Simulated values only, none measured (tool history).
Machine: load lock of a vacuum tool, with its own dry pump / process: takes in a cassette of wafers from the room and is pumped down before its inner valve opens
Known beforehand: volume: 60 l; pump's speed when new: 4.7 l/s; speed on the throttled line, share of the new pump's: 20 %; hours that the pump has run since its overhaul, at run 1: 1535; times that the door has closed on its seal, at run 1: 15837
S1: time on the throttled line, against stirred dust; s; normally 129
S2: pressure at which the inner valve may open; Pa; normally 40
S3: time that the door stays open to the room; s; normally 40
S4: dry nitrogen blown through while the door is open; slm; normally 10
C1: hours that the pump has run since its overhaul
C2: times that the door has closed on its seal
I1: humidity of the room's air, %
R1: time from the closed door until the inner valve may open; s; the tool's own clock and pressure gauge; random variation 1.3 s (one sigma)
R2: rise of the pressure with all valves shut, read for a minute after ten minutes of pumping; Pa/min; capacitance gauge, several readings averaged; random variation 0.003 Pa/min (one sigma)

run 1 day=0.000 | S1=129 S2=40 S3=40 S4=10 | C1=1535 C2=15837 | I1=43.6 | R1=204.7 R2=0.112
run 2 day=9.379 | S1=129 S2=40 S3=40 S4=10 | C1=1760 C2=16652 | I1=44.8 | R1=202.1 R2=0.110
run 3 day=19.292 | S1=129 S2=40 S3=41 S4=10 | C1=1998 C2=17514 | I1=48.8 | R1=206.4 R2=0.117
run 4 day=30.554 | S1=129 S2=40 S3=62 S4=10 | C1=2269 C2=18493 | I1=43.1 | R1=208.6 R2=0.133
run 5 day=35.921 | S1=227 S2=40 S3=40 S4=10 | C1=2397 C2=18960 | I1=46.3 | R1=284.3 R2=0.124
run 6 day=44.888 | S1=227 S2=40 S3=40 S4=10 | C1=2613 C2=19739 | I1=45.8 | R1=282.6 R2=0.134
run 7 day=57.708 | S1=227 S2=40 S3=40 S4=10 | C1=2920 C2=20854 | I1=47.0 | R1=285.5 R2=0.144
run 8 day=70.346 | S1=227 S2=40 S3=40 S4=10 | C1=3224 C2=21953 | I1=45.5 | R1=286.3 R2=0.150
run 9 day=78.479 | S1=227 S2=40 S3=40 S4=10 | C1=3419 C2=22660 | I1=44.9 | R1=287.4 R2=0.155
run 10 day=87.192 | S1=227 S2=40 S3=236 S4=7 | C1=3628 C2=23417 | I1=46.4 | R1=286.2 R2=0.214
run 11 day=95.892 | S1=227 S2=40 S3=236 S4=7 | C1=3837 C2=24174 | I1=47.5 | R1=287.6 R2=0.216
run 12 day=104.850 | S1=227 S2=40 S3=236 S4=7 | C1=4052 C2=24953 | I1=46.1 | R1=284.9 R2=0.226
run 13 day=110.496 | S1=68 S2=40 S3=62 S4=10 | C1=4187 C2=25443 | I1=45.6 | R1=160.6 R2=0.195
run 14 day=116.854 | S1=68 S2=40 S3=62 S4=10 | C1=4340 C2=25996 | I1=47.8 | R1=159.1 R2=0.199
run 15 day=124.229 | S1=174 S2=52 S3=88 S4=26 | C1=4517 C2=26638 | I1=44.7 | R1=238.9 R2=0.190
run 16 day=134.746 | S1=174 S2=52 S3=88 S4=26 | C1=4769 C2=27552 | I1=44.7 | R1=240.6 R2=0.199

Forecast each of these 4 alternatives for the next run:
run A day=145.204 | S1=172 S2=52 S3=161 S4=26 | C1=5020 C2=28461 | I1=45.6 | R1=? R2=?
run B day=145.204 | S1=95 S2=40 S3=94 S4=4 | C1=5020 C2=28461 | I1=42.5 | R1=? R2=?
run C day=145.204 | S1=215 S2=40 S3=40 S4=10 | C1=5020 C2=28461 | I1=42.7 | R1=? R2=?
run D day=145.204 | S1=174 S2=64 S3=88 S4=26 | C1=5020 C2=28461 | I1=43.7 | R1=? R2=?

run=A R1=239.5 R2=0.216
run=B R1=185.1 R2=0.232
run=C R1=277.0 R2=0.205
run=D R1=238.1 R2=0.200
Stripped of hidden state, with their random variation kept, the same runs would have yielded:
run=A R1=234.2 R2=0.049
run=B R1=178.1 R2=0.064
run=C R1=272.1 R2=0.037
run=D R1=233.1 R2=0.035
